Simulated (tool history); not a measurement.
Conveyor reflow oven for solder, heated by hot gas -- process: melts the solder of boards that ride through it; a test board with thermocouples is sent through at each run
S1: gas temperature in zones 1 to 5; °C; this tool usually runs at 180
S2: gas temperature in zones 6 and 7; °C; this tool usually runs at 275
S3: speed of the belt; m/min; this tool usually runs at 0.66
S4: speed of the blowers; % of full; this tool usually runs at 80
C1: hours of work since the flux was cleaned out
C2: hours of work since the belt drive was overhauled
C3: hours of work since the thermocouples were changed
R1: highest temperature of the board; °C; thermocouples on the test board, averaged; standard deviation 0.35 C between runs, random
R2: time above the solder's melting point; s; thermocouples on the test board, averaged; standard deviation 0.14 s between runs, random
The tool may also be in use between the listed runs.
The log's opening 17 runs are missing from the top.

run     day   S1   S2     S3  S4   C1    C2    C3     R1    R2
 18   26.45  170  275   0.66  80   39   711   659  264.9    55
 19  28.662  187  275   0.66  57   77   749   697  263.9    59
 20  30.671  180  278   0.66  75  111   783   732    268  58.7
 21  32.054  180  278   0.66  70  135   807   755  267.1  58.4
 22  34.229  194  275   0.66  81  172   844   793  267.6  62.9
 23  36.471  194  275   0.66  81  211   883   831  266.4  62.3
 24  38.396  184  275   0.66  72  244   916   864  263.6  58.8
 25  39.654  180  270  0.689  60  265   937   885    257  51.3
 26  40.983  180  274  0.566  69  288   960   908  265.8  68.1
 27   42.85  180  283  0.566  69  320   992   940  274.1  71.4
 28  43.775  185  275  0.676  80  336  1008   956  264.6  57.5
 29  44.892  185  270  0.747  80  355  1027   975  257.4  49.2
     45.379  -- flux residue cleaned out of gas plates and filters
 30  46.033  172  270  0.707  64   11  1043   991  257.1  48.1
 31  47.379  172  270  0.707  64   34  1066  1014  256.9    48

Here are 3 independent what-if runs from the current tool condition. What would each one return?
  A  49.308  172  270  0.774  64  67  1099  1047   ?   ?
  B  49.308  183  270  0.707  64  67  1099  1047   ?   ?
  C  49.308  178  285  0.687  64  67  1099  1047   ?   ?

run     R1    R2
  A  253.8  41.7
  B    258  51.6
  C  272.3  57.1
With the hidden condition removed and each run's random variation left untouched, the same runs would have given:
run     R1    R2
  A  254.8  41.3
  B  259.1    51
  C  273.5  56.2
